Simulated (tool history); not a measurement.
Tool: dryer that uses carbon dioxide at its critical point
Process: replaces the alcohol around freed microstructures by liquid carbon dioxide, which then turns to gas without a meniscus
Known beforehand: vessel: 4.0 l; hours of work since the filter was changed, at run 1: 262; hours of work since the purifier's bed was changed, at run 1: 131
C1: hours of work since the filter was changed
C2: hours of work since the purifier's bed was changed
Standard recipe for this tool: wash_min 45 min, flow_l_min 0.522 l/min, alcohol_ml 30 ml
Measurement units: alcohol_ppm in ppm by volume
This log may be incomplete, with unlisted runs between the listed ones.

{"run": 1, "hour": 0.0, "wash_min": 45, "flow_l_min": 0.522, "alcohol_ml": 30, "C1": 262, "C2": 131, "alcohol_ppm": 85}
{"run": 2, "hour": 49.8, "wash_min": 45, "flow_l_min": 0.522, "alcohol_ml": 30, "C1": 300, "C2": 169, "alcohol_ppm": 100}
{"run": 3, "hour": 77.0, "wash_min": 45, "flow_l_min": 0.522, "alcohol_ml": 30, "C1": 321, "C2": 190, "alcohol_ppm": 105}
{"run": 4, "hour": 130.1, "wash_min": 45, "flow_l_min": 0.522, "alcohol_ml": 30, "C1": 362, "C2": 231, "alcohol_ppm": 119}
{"run": 5, "hour": 186.4, "wash_min": 45, "flow_l_min": 0.522, "alcohol_ml": 30, "C1": 405, "C2": 274, "alcohol_ppm": 125}
{"hour": 238.3, "done": "inlet filter changed"}
{"run": 6, "hour": 246.2, "wash_min": 45, "flow_l_min": 0.522, "alcohol_ml": 30, "C1": 6, "C2": 319, "alcohol_ppm": 137}
{"run": 7, "hour": 308.7, "wash_min": 45, "flow_l_min": 0.522, "alcohol_ml": 30, "C1": 54, "C2": 367, "alcohol_ppm": 144}
{"run": 8, "hour": 348.9, "wash_min": 45, "flow_l_min": 0.522, "alcohol_ml": 30, "C1": 85, "C2": 398, "alcohol_ppm": 149}
{"run": 9, "hour": 382.9, "wash_min": 45, "flow_l_min": 0.522, "alcohol_ml": 30, "C1": 111, "C2": 424, "alcohol_ppm": 161}
{"run": 10, "hour": 418.3, "wash_min": 45, "flow_l_min": 0.522, "alcohol_ml": 30, "C1": 138, "C2": 451, "alcohol_ppm": 173}
{"run": 11, "hour": 458.0, "wash_min": 71, "flow_l_min": 0.522, "alcohol_ml": 30, "C1": 169, "C2": 482, "alcohol_ppm": 158}
{"run": 12, "hour": 512.7, "wash_min": 71, "flow_l_min": 0.522, "alcohol_ml": 30, "C1": 211, "C2": 524, "alcohol_ppm": 166}
{"run": 13, "hour": 546.5, "wash_min": 37, "flow_l_min": 0.522, "alcohol_ml": 30, "C1": 237, "C2": 550, "alcohol_ppm": 271}
{"run": 14, "hour": 578.9, "wash_min": 37, "flow_l_min": 0.522, "alcohol_ml": 30, "C1": 262, "C2": 575, "alcohol_ppm": 280}
{"run": 15, "hour": 637.4, "wash_min": 37, "flow_l_min": 0.522, "alcohol_ml": 30, "C1": 307, "C2": 620, "alcohol_ppm": 298}
{"run": 16, "hour": 692.3, "wash_min": 37, "flow_l_min": 0.522, "alcohol_ml": 30, "C1": 349, "C2": 662, "alcohol_ppm": 319}
{"run": 17, "hour": 730.2, "wash_min": 45, "flow_l_min": 0.779, "alcohol_ml": 30, "C1": 378, "C2": 691, "alcohol_ppm": 221}
{"run": 18, "hour": 787.2, "wash_min": 45, "flow_l_min": 0.779, "alcohol_ml": 30, "C1": 422, "C2": 735, "alcohol_ppm": 224}
{"hour": 814.2, "done": "inlet filter changed"}
{"run": 19, "hour": 850.1, "wash_min": 45, "flow_l_min": 0.522, "alcohol_ml": 30, "C1": 28, "C2": 783, "alcohol_ppm": 272}
{"run": 20, "hour": 879.5, "wash_min": 45, "flow_l_min": 0.414, "alcohol_ml": 30, "C1": 50, "C2": 805, "alcohol_ppm": 338}
{"run": 21, "hour": 932.9, "wash_min": 45, "flow_l_min": 0.414, "alcohol_ml": 30, "C1": 91, "C2": 846, "alcohol_ppm": 366}
{"run": 22, "hour": 970.3, "wash_min": 45, "flow_l_min": 0.862, "alcohol_ml": 30, "C1": 120, "C2": 875, "alcohol_ppm": 284}
{"run": 23, "hour": 1033.1, "wash_min": 45, "flow_l_min": 0.862, "alcohol_ml": 30, "C1": 168, "C2": 923, "alcohol_ppm": 308}
{"run": 24, "hour": 1064.7, "wash_min": 45, "flow_l_min": 0.789, "alcohol_ml": 30, "C1": 193, "C2": 948, "alcohol_ppm": 287}
{"run": 25, "hour": 1097.0, "wash_min": 45, "flow_l_min": 0.789, "alcohol_ml": 30, "C1": 217, "C2": 972, "alcohol_ppm": 295}
{"hour": 1124.8, "done": "purifier's bed changed"}
{"run": 26, "hour": 1140.5, "wash_min": 52, "flow_l_min": 0.789, "alcohol_ml": 30, "C1": 249, "C2": 12, "alcohol_ppm": 2}
{"run": 27, "hour": 1171.9, "wash_min": 52, "flow_l_min": 0.804, "alcohol_ml": 36, "C1": 273, "C2": 36, "alcohol_ppm": 11}
{"run": 28, "hour": 1216.7, "wash_min": 52, "flow_l_min": 0.804, "alcohol_ml": 36, "C1": 307, "C2": 71, "alcohol_ppm": 30}
{"run": 29, "hour": 1255.1, "wash_min": 57, "flow_l_min": 0.522, "alcohol_ml": 24, "C1": 337, "C2": 100, "alcohol_ppm": 38}
{"run": 30, "hour": 1313.1, "wash_min": 48, "flow_l_min": 0.395, "alcohol_ml": 29, "C1": 381, "C2": 145, "alcohol_ppm": 160}
{"run": 31, "hour": 1350.1, "wash_min": 48, "flow_l_min": 0.395, "alcohol_ml": 29, "C1": 410, "C2": 173, "alcohol_ppm": 177}
{"run": 32, "hour": 1376.4, "wash_min": 45, "flow_l_min": 0.502, "alcohol_ml": 106, "C1": 430, "C2": 193, "alcohol_ppm": 271}
{"hour": 1393.3, "done": "inlet filter changed"}
{"run": 33, "hour": 1438.1, "wash_min": 41, "flow_l_min": 0.502, "alcohol_ml": 58, "C1": 34, "C2": 240, "alcohol_ppm": 194}
{"run": 34, "hour": 1480.5, "wash_min": 41, "flow_l_min": 0.737, "alcohol_ml": 43, "C1": 67, "C2": 273, "alcohol_ppm": 106}
{"run": 35, "hour": 1511.9, "wash_min": 41, "flow_l_min": 0.737, "alcohol_ml": 43, "C1": 91, "C2": 297, "alcohol_ppm": 100}
{"run": 36, "hour": 1564.2, "wash_min": 69, "flow_l_min": 0.522, "alcohol_ml": 30, "C1": 131, "C2": 337, "alcohol_ppm": 115}
{"run": 37, "hour": 1613.6, "wash_min": 33, "flow_l_min": 0.792, "alcohol_ml": 23, "C1": 169, "C2": 375, "alcohol_ppm": 134}
{"run": 38, "hour": 1659.0, "wash_min": 33, "flow_l_min": 0.801, "alcohol_ml": 55, "C1": 204, "C2": 410, "alcohol_ppm": 167}
{"run": 39, "hour": 1704.5, "wash_min": 56, "flow_l_min": 0.491, "alcohol_ml": 30, "C1": 239, "C2": 445, "alcohol_ppm": 155}
{"run": 40, "hour": 1743.7, "wash_min": 45, "flow_l_min": 0.673, "alcohol_ml": 29, "C1": 269, "C2": 475, "alcohol_ppm": 153}
{"run": 41, "hour": 1795.0, "wash_min": 45, "flow_l_min": 0.337, "alcohol_ml": 93, "C1": 309, "C2": 514, "alcohol_ppm": 952}
{"run": 42, "hour": 1855.2, "wash_min": 44, "flow_l_min": 0.703, "alcohol_ml": 31, "C1": 355, "C2": 561, "alcohol_ppm": 184}
{"run": 43, "hour": 1897.3, "wash_min": 44, "flow_l_min": 0.703, "alcohol_ml": 31, "C1": 388, "C2": 593, "alcohol_ppm": 195}
{"run": 44, "hour": 1937.1, "wash_min": 44, "flow_l_min": 0.703, "alcohol_ml": 31, "C1": 418, "C2": 624, "alcohol_ppm": 207}
{"hour": 1971.8, "done": "inlet filter changed"}
{"run": 45, "hour": 2000.5, "wash_min": 44, "flow_l_min": 0.703, "alcohol_ml": 31, "C1": 22, "C2": 672, "alcohol_ppm": 220}
{"run": 46, "hour": 2051.6, "wash_min": 44, "flow_l_min": 0.703, "alcohol_ml": 31, "C1": 61, "C2": 711, "alcohol_ppm": 226}
{"run": 47, "hour": 2077.4, "wash_min": 45, "flow_l_min": 0.407, "alcohol_ml": 94, "C1": 81, "C2": 731, "alcohol_ppm": 570}

Forecast each of these 3 alternatives for the next run:
{"run": "A", "hour": 2128.4, "wash_min": 55, "flow_l_min": 0.404, "alcohol_ml": 43, "C1": 120, "C2": 770, "alcohol_ppm": "?"}
{"run": "B", "hour": 2128.4, "wash_min": 45, "flow_l_min": 0.522, "alcohol_ml": 45, "C1": 120, "C2": 770, "alcohol_ppm": "?"}
{"run": "C", "hour": 2128.4, "wash_min": 56, "flow_l_min": 0.409, "alcohol_ml": 78, "C1": 120, "C2": 770, "alcohol_ppm": "?"}

run=A alcohol_ppm=289
run=B alcohol_ppm=283
run=C alcohol_ppm=330
Take away the tool's hidden state, keep each run's random variation, and the runs would have read:
run=A alcohol_ppm=54
run=B alcohol_ppm=54
run=C alcohol_ppm=89
